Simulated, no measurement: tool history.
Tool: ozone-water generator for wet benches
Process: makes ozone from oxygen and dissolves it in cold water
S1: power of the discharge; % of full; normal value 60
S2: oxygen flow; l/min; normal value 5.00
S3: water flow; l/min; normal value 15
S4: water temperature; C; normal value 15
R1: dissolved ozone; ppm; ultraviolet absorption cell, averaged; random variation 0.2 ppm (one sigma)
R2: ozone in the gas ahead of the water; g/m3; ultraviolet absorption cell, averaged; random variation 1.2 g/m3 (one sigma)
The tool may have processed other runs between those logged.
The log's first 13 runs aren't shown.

run    hour  S1    S2  S3  S4    R1     R2
 14   986.5  75  5.00  15  15  35.1  253.8
 15  1039.3  75  5.00  15  15  34.9  257.5
     1089.5  -- water thermometer calibrated
 16  1135.4  75  5.00  15  15  34.9  254.8
 17  1208.8  75  5.00  15  15  34.5  258.4
 18  1253.3  75  5.00  15  15  35.0  257.4
 19  1322.5  75  5.00  15  15  35.0  256.9
 20  1393.3  75  5.00  15  22  31.3  253.5
 21  1495.1  60  5.00  12  15  34.0  210.2
 22  1602.5  60  5.00  12  15  33.8  211.6
 23  1664.0  60  2.59  15  15  29.8  320.7
 24  1768.9  45  8.12  15  15  20.6  120.9
 25  1872.1  95  3.12  14  22  42.6  422.2
 26  1960.9  42  5.00  15  23  18.5  153.4
 27  2068.4  42  5.00  15  23  18.3  153.7
 28  2173.2  42  5.00  13  23  20.4  153.6
 29  2232.0  60  5.00  12   8  37.9  208.1
     2263.4  -- contactor cleaned
 30  2313.7  60  4.27  15   8  32.1  229.7
 31  2403.5  60  4.27  15   8  32.2  233.0
 32  2471.9  90  3.76  12   7  56.2  359.3
 33  2552.0  60  3.19  15  11  31.5  280.7

4 ways to go on from here, each from the tool as it stands after run 33. What would each give?
  A  2654.4  60  3.19  23  11   ?   ?
  B  2654.4  60  3.19  15   9   ?   ?
  C  2654.4  60  5.45  20  11   ?   ?
  D  2654.4  60  6.91  17  22   ?   ?

run    R1     R2
  A  20.9  279.5
  B  31.6  277.8
  C  24.3  195.3
  D  22.2  169.6
Without the tool's unlogged condition, the same runs would have read:
run    R1     R2
  A  20.9  287.1
  B  31.7  285.5
  C  24.4  200.7
  D  22.2  174.3
